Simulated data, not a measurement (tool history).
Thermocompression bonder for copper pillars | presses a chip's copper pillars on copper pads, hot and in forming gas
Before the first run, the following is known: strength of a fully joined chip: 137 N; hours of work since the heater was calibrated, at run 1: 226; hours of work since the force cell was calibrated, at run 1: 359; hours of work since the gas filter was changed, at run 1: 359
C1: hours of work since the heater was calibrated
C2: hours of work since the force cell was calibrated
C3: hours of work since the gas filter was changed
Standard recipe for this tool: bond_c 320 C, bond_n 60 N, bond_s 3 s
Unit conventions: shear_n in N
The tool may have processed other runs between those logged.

{"run": 1, "hour": 0.0, "bond_c": 320, "bond_n": 60, "bond_s": 3, "C1": 226, "C2": 359, "C3": 359, "shear_n": 98.8}
{"hour": 14.4, "done": "forming gas filter changed"}
{"run": 2, "hour": 28.8, "bond_c": 320, "bond_n": 60, "bond_s": 3, "C1": 248, "C2": 381, "C3": 11, "shear_n": 99.2}
{"run": 3, "hour": 49.2, "bond_c": 320, "bond_n": 60, "bond_s": 3, "C1": 265, "C2": 397, "C3": 28, "shear_n": 98.8}
{"run": 4, "hour": 71.7, "bond_c": 320, "bond_n": 60, "bond_s": 3, "C1": 282, "C2": 415, "C3": 45, "shear_n": 99.8}
{"run": 5, "hour": 102.0, "bond_c": 320, "bond_n": 46, "bond_s": 3, "C1": 306, "C2": 439, "C3": 69, "shear_n": 91.1}
{"run": 6, "hour": 130.5, "bond_c": 320, "bond_n": 46, "bond_s": 3, "C1": 329, "C2": 462, "C3": 92, "shear_n": 91.2}
{"run": 7, "hour": 156.9, "bond_c": 320, "bond_n": 43, "bond_s": 3, "C1": 350, "C2": 483, "C3": 113, "shear_n": 88.9}
{"run": 8, "hour": 186.7, "bond_c": 320, "bond_n": 60, "bond_s": 3, "C1": 373, "C2": 506, "C3": 136, "shear_n": 99.0}
{"run": 9, "hour": 217.8, "bond_c": 320, "bond_n": 60, "bond_s": 3, "C1": 398, "C2": 531, "C3": 161, "shear_n": 98.7}
{"run": 10, "hour": 250.3, "bond_c": 320, "bond_n": 60, "bond_s": 3, "C1": 424, "C2": 557, "C3": 187, "shear_n": 98.7}
{"run": 11, "hour": 266.8, "bond_c": 320, "bond_n": 60, "bond_s": 3, "C1": 437, "C2": 570, "C3": 200, "shear_n": 98.6}
{"run": 12, "hour": 298.7, "bond_c": 320, "bond_n": 60, "bond_s": 3, "C1": 462, "C2": 595, "C3": 225, "shear_n": 98.1}
{"run": 13, "hour": 317.9, "bond_c": 320, "bond_n": 60, "bond_s": 3, "C1": 477, "C2": 610, "C3": 240, "shear_n": 98.5}
{"run": 14, "hour": 337.9, "bond_c": 320, "bond_n": 60, "bond_s": 3, "C1": 493, "C2": 626, "C3": 256, "shear_n": 98.2}
{"run": 15, "hour": 374.3, "bond_c": 320, "bond_n": 60, "bond_s": 3, "C1": 522, "C2": 655, "C3": 285, "shear_n": 98.6}
{"run": 16, "hour": 408.6, "bond_c": 320, "bond_n": 60, "bond_s": 3, "C1": 549, "C2": 682, "C3": 312, "shear_n": 98.1}
{"run": 17, "hour": 426.1, "bond_c": 320, "bond_n": 60, "bond_s": 3, "C1": 563, "C2": 696, "C3": 326, "shear_n": 98.2}
{"run": 18, "hour": 446.3, "bond_c": 332, "bond_n": 60, "bond_s": 3, "C1": 579, "C2": 712, "C3": 342, "shear_n": 103.8}
{"run": 19, "hour": 477.8, "bond_c": 320, "bond_n": 60, "bond_s": 3, "C1": 604, "C2": 737, "C3": 367, "shear_n": 98.1}
{"hour": 483.2, "done": "forming gas filter changed"}
{"run": 20, "hour": 511.0, "bond_c": 320, "bond_n": 60, "bond_s": 3, "C1": 630, "C2": 763, "C3": 22, "shear_n": 98.1}
{"run": 21, "hour": 533.1, "bond_c": 299, "bond_n": 60, "bond_s": 3, "C1": 647, "C2": 780, "C3": 40, "shear_n": 87.2}
{"run": 22, "hour": 567.4, "bond_c": 335, "bond_n": 88, "bond_s": 2, "C1": 674, "C2": 807, "C3": 67, "shear_n": 106.3}
{"run": 23, "hour": 592.8, "bond_c": 304, "bond_n": 52, "bond_s": 3, "C1": 695, "C2": 827, "C3": 87, "shear_n": 85.8}
{"run": 24, "hour": 616.9, "bond_c": 311, "bond_n": 46, "bond_s": 7, "C1": 714, "C2": 846, "C3": 106, "shear_n": 105.8}
{"run": 25, "hour": 651.0, "bond_c": 301, "bond_n": 60, "bond_s": 5, "C1": 741, "C2": 873, "C3": 133, "shear_n": 100.4}
{"run": 26, "hour": 685.7, "bond_c": 301, "bond_n": 60, "bond_s": 5, "C1": 768, "C2": 901, "C3": 160, "shear_n": 100.2}
{"run": 27, "hour": 706.9, "bond_c": 298, "bond_n": 46, "bond_s": 6, "C1": 785, "C2": 918, "C3": 177, "shear_n": 95.2}
{"run": 28, "hour": 743.1, "bond_c": 343, "bond_n": 37, "bond_s": 2, "C1": 813, "C2": 946, "C3": 206, "shear_n": 84.8}
{"run": 29, "hour": 767.8, "bond_c": 303, "bond_n": 66, "bond_s": 2, "C1": 833, "C2": 966, "C3": 225, "shear_n": 81.8}
{"run": 30, "hour": 798.7, "bond_c": 320, "bond_n": 61, "bond_s": 3, "C1": 857, "C2": 990, "C3": 250, "shear_n": 97.9}
{"run": 31, "hour": 827.4, "bond_c": 330, "bond_n": 60, "bond_s": 3, "C1": 880, "C2": 1013, "C3": 273, "shear_n": 102.0}
{"run": 32, "hour": 856.8, "bond_c": 327, "bond_n": 70, "bond_s": 3, "C1": 904, "C2": 1036, "C3": 296, "shear_n": 104.6}
{"run": 33, "hour": 885.8, "bond_c": 294, "bond_n": 53, "bond_s": 4, "C1": 926, "C2": 1059, "C3": 319, "shear_n": 87.2}
{"run": 34, "hour": 909.4, "bond_c": 294, "bond_n": 53, "bond_s": 4, "C1": 945, "C2": 1078, "C3": 337, "shear_n": 87.3}
{"hour": 926.7, "done": "gauge calibrated"}
{"hour": 933.7, "done": "force cell calibrated"}
{"run": 35, "hour": 943.1, "bond_c": 309, "bond_n": 60, "bond_s": 8, "C1": 971, "C2": 7, "C3": 363, "shear_n": 115.4}
{"hour": 953.8, "done": "forming gas filter changed"}
{"run": 36, "hour": 969.8, "bond_c": 309, "bond_n": 60, "bond_s": 8, "C1": 991, "C2": 28, "C3": 13, "shear_n": 115.9}
{"run": 37, "hour": 1006.1, "bond_c": 320, "bond_n": 49, "bond_s": 2, "C1": 1020, "C2": 57, "C3": 41, "shear_n": 83.0}
{"run": 38, "hour": 1024.9, "bond_c": 313, "bond_n": 44, "bond_s": 3, "C1": 1035, "C2": 72, "C3": 56, "shear_n": 86.3}
{"run": 39, "hour": 1045.8, "bond_c": 313, "bond_n": 44, "bond_s": 3, "C1": 1052, "C2": 88, "C3": 73, "shear_n": 86.3}

Consider 5 possible next runs. They are alternatives, not a sequence: every one starts from the tool as it was left by run 39. What does each give?
{"run": "A", "hour": 1082.6, "bond_c": 349, "bond_n": 39, "bond_s": 4, "C1": 1081, "C2": 117, "C3": 102, "shear_n": "?"}
{"run": "B", "hour": 1082.6, "bond_c": 342, "bond_n": 39, "bond_s": 3, "C1": 1081, "C2": 117, "C3": 102, "shear_n": "?"}
{"run": "C", "hour": 1082.6, "bond_c": 313, "bond_n": 38, "bond_s": 2, "C1": 1081, "C2": 117, "C3": 102, "shear_n": "?"}
{"run": "D", "hour": 1082.6, "bond_c": 326, "bond_n": 55, "bond_s": 3, "C1": 1081, "C2": 117, "C3": 102, "shear_n": "?"}
{"run": "E", "hour": 1082.6, "bond_c": 313, "bond_n": 44, "bond_s": 2, "C1": 1081, "C2": 117, "C3": 102, "shear_n": "?"}

run=A shear_n=106.6
run=B shear_n=96.7
run=C shear_n=71.6
run=D shear_n=99.7
run=E shear_n=75.7
Take away the tool's hidden state, keep each run's random variation, and the runs would have read:
run=A shear_n=106.9
run=B shear_n=97.0
run=C shear_n=71.7
run=D shear_n=100.0
run=E shear_n=75.9

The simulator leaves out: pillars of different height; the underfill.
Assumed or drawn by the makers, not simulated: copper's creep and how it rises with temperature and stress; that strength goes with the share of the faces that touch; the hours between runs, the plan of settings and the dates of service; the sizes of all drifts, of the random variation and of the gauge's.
